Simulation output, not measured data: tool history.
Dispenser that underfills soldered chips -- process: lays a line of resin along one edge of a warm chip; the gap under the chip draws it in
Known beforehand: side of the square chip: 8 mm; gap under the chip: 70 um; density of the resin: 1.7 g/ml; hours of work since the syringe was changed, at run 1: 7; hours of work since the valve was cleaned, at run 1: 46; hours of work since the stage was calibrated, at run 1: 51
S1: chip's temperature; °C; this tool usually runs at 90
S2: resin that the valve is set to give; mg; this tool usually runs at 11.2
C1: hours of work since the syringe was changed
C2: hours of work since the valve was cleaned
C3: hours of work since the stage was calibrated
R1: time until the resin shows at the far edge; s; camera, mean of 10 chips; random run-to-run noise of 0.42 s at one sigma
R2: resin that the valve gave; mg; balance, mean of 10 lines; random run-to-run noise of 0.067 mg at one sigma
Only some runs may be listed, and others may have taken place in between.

{"run": 1, "hour": 0.0, "S1": 90, "S2": 11.2, "C1": 7, "C2": 46, "C3": 51, "R1": 47.8, "R2": 10.73}
{"hour": 4.0, "done": "new syringe of resin"}
{"run": 2, "hour": 4.2, "S1": 97, "S2": 11.2, "C1": 0, "C2": 49, "C3": 54, "R1": 24.1, "R2": 10.77}
{"run": 3, "hour": 7.6, "S1": 103, "S2": 11.2, "C1": 3, "C2": 51, "C3": 56, "R1": 24.2, "R2": 10.59}
{"run": 4, "hour": 10.0, "S1": 95, "S2": 11.2, "C1": 5, "C2": 53, "C3": 58, "R1": 34.6, "R2": 10.69}
{"run": 5, "hour": 12.6, "S1": 95, "S2": 11.2, "C1": 7, "C2": 55, "C3": 60, "R1": 38.1, "R2": 10.57}
{"run": 6, "hour": 15.2, "S1": 95, "S2": 11.2, "C1": 9, "C2": 57, "C3": 62, "R1": 43.4, "R2": 10.64}
{"hour": 17.3, "done": "new syringe of resin"}
{"run": 7, "hour": 20.3, "S1": 78, "S2": 11.2, "C1": 2, "C2": 61, "C3": 66, "R1": 52.5, "R2": 10.54}
{"run": 8, "hour": 24.9, "S1": 78, "S2": 11.2, "C1": 6, "C2": 64, "C3": 69, "R1": 64.6, "R2": 10.47}
{"run": 9, "hour": 27.9, "S1": 96, "S2": 11.2, "C1": 8, "C2": 66, "C3": 72, "R1": 42.4, "R2": 10.5}
{"hour": 30.3, "done": "new syringe of resin"}
{"run": 10, "hour": 31.8, "S1": 96, "S2": 11.2, "C1": 1, "C2": 69, "C3": 75, "R1": 27.5, "R2": 10.41}
{"run": 11, "hour": 34.9, "S1": 96, "S2": 11.2, "C1": 4, "C2": 72, "C3": 77, "R1": 32.4, "R2": 10.38}
{"run": 12, "hour": 38.3, "S1": 96, "S2": 12.9, "C1": 6, "C2": 74, "C3": 79, "R1": 35.5, "R2": 11.8}
{"run": 13, "hour": 41.9, "S1": 90, "S2": 12.9, "C1": 9, "C2": 77, "C3": 82, "R1": 51.8, "R2": 11.9}
{"hour": 43.4, "done": "new syringe of resin"}
{"run": 14, "hour": 46.2, "S1": 90, "S2": 12.7, "C1": 2, "C2": 80, "C3": 85, "R1": 34.1, "R2": 11.68}
{"run": 15, "hour": 51.1, "S1": 90, "S2": 11.2, "C1": 6, "C2": 84, "C3": 89, "R1": 44.2, "R2": 10.2}
{"run": 16, "hour": 54.5, "S1": 90, "S2": 11.2, "C1": 8, "C2": 86, "C3": 92, "R1": 51.2, "R2": 10.12}
{"hour": 56.6, "done": "new syringe of resin"}
{"hour": 58.2, "done": "dispensing valve cleaned and set on the balance"}
{"run": 17, "hour": 58.9, "S1": 90, "S2": 11.2, "C1": 1, "C2": 1, "C3": 94, "R1": 31.4, "R2": 11.16}
{"run": 18, "hour": 61.9, "S1": 90, "S2": 11.2, "C1": 3, "C2": 3, "C3": 96, "R1": 36.3, "R2": 11.14}
{"run": 19, "hour": 65.7, "S1": 90, "S2": 11.2, "C1": 6, "C2": 6, "C3": 99, "R1": 44, "R2": 11.09}
{"run": 20, "hour": 67.9, "S1": 78, "S2": 12.4, "C1": 8, "C2": 7, "C3": 101, "R1": 71.4, "R2": 12.37}

For run 21, what comes out?
{"hour": 70.7, "done": "new syringe of resin"}
{"run": 21, "hour": 72.9, "S1": 78, "S2": 12.4, "C1": 2, "C2": 11, "C3": 105, "R1": "?", "R2": "?"}

{"run 21": {"R1": 50.8, "R2": 12.24}}
If the tool had no hidden condition, the same run with the same run-to-run variation would have returned R1 43.9 s, R2 12.37 mg.

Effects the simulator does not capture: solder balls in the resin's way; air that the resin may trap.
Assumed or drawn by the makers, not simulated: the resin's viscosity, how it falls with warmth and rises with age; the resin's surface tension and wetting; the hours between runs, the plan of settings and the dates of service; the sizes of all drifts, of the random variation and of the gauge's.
